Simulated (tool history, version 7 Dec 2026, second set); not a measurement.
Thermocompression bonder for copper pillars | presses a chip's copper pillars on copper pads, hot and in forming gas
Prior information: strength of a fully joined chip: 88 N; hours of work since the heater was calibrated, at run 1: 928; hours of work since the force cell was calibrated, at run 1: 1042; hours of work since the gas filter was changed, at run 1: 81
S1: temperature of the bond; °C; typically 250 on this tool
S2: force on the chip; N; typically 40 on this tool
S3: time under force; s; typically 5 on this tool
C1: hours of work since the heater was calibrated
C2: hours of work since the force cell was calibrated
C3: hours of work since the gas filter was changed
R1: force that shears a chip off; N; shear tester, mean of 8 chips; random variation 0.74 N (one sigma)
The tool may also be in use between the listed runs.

| run | hour | S1 | S2 | S3 | C1 | C2 | C3 | R1 |
|---|---|---|---|---|---|---|---|---|
| 1 | 0 | 250 | 40 | 5 | 928 | 1042 | 81 | 65.9 |
| 2 | 48.9 | 250 | 40 | 5 | 949 | 1064 | 103 | 64.3 |
| 3 | 135.4 | 255 | 40 | 5 | 988 | 1103 | 142 | 69.4 |
| 4 | 222.7 | 255 | 40 | 5 | 1028 | 1142 | 181 | 67.8 |
|  | 286.3 | heater calibrated with a thermocouple chip |
| 5 | 309.1 | 223 | 40 | 5 | 10 | 1180 | 219 | 49.7 |
| 6 | 371 | 223 | 40 | 5 | 38 | 1208 | 247 | 47.4 |
|  | 416.2 | heater calibrated with a thermocouple chip, once more |
| 7 | 460.4 | 250 | 40 | 5 | 20 | 1247 | 286 | 62 |
| 8 | 533.1 | 250 | 40 | 3 | 53 | 1280 | 319 | 53.3 |
|  | 599.4 | forming gas filter changed |
| 9 | 613.2 | 250 | 40 | 3 | 88 | 1316 | 6 | 53.9 |
| 10 | 679.1 | 250 | 40 | 5 | 118 | 1345 | 36 | 62.8 |
| 11 | 760.7 | 250 | 40 | 9 | 155 | 1382 | 72 | 70.9 |
| 12 | 824 | 241 | 40 | 9 | 183 | 1410 | 101 | 65 |
| 13 | 874 | 241 | 40 | 9 | 205 | 1433 | 123 | 66.5 |
| 14 | 939.4 | 241 | 40 | 9 | 235 | 1462 | 153 | 66.5 |
| 15 | 1019.8 | 241 | 40 | 9 | 271 | 1498 | 189 | 66.8 |
| 16 | 1069.9 | 241 | 40 | 9 | 293 | 1521 | 211 | 65.3 |
| 17 | 1114.9 | 222 | 40 | 5 | 314 | 1541 | 232 | 42.9 |
| 18 | 1155.1 | 222 | 40 | 5 | 332 | 1559 | 250 | 44.3 |
| 19 | 1193.6 | 222 | 40 | 5 | 349 | 1576 | 267 | 44.1 |
| 20 | 1255.3 | 222 | 40 | 5 | 377 | 1604 | 295 | 44.6 |
| 21 | 1301.6 | 250 | 43 | 7 | 397 | 1625 | 315 | 68.5 |
|  | 1375.5 | forming gas filter changed |
| 22 | 1375.5 | 270 | 43 | 7 | 430 | 1658 | 0 | 79.3 |
| 23 | 1417.6 | 270 | 43 | 7 | 449 | 1677 | 19 | 80.1 |
| 24 | 1465 | 270 | 43 | 7 | 471 | 1698 | 40 | 80.6 |
| 25 | 1523.9 | 250 | 26 | 5 | 497 | 1725 | 67 | 56.4 |
| 26 | 1601.5 | 271 | 41 | 7 | 532 | 1759 | 102 | 80.4 |
| 27 | 1684.1 | 243 | 40 | 5 | 569 | 1797 | 139 | 61.1 |
| 28 | 1724.9 | 251 | 25 | 9 | 587 | 1815 | 157 | 66.2 |
| 29 | 1763.2 | 238 | 42 | 6 | 605 | 1832 | 174 | 60.7 |
| 30 | 1805.1 | 225 | 42 | 6 | 623 | 1851 | 193 | 51.5 |
| 31 | 1883.7 | 225 | 42 | 6 | 659 | 1886 | 228 | 52.3 |
| 32 | 1930.6 | 268 | 29 | 3 | 680 | 1907 | 249 | 62 |
| 33 | 1988.6 | 268 | 34 | 3 | 706 | 1933 | 275 | 64.6 |
| 34 | 2029.4 | 268 | 34 | 3 | 724 | 1952 | 294 | 64.8 |
| 35 | 2077.9 | 268 | 34 | 3 | 746 | 1973 | 315 | 66.2 |
| 36 | 2124.6 | 255 | 25 | 3 | 767 | 1994 | 336 | 51.4 |
|  | 2151.1 | forming gas filter changed |
|  | 2189.8 | force cell calibrated |
| 37 | 2211.5 | 230 | 40 | 9 | 805 | 10 | 26 | 62.4 |
| 38 | 2267.5 | 230 | 40 | 9 | 830 | 35 | 52 | 60.9 |
| 39 | 2329.9 | 222 | 40 | 6 | 858 | 63 | 80 | 50.6 |

Predict each of these 3 candidate next runs independently; none follows another, all start after run 39:
| A | 2366.4 | 250 | 40 | 5 | 875 | 79 | 96 | ? |
| B | 2366.4 | 250 | 40 | 4 | 875 | 79 | 96 | ? |
| C | 2366.4 | 242 | 35 | 6 | 875 | 79 | 96 | ? |

| run | R1 |
|---|---|
| A | 65.4 |
| B | 61.9 |
| C | 60 |
With the hidden condition removed and each run's random variation left untouched, the same runs would have given:
| run | R1 |
|---|---|
| A | 60.7 |
| B | 57.1 |
| C | 54.9 |
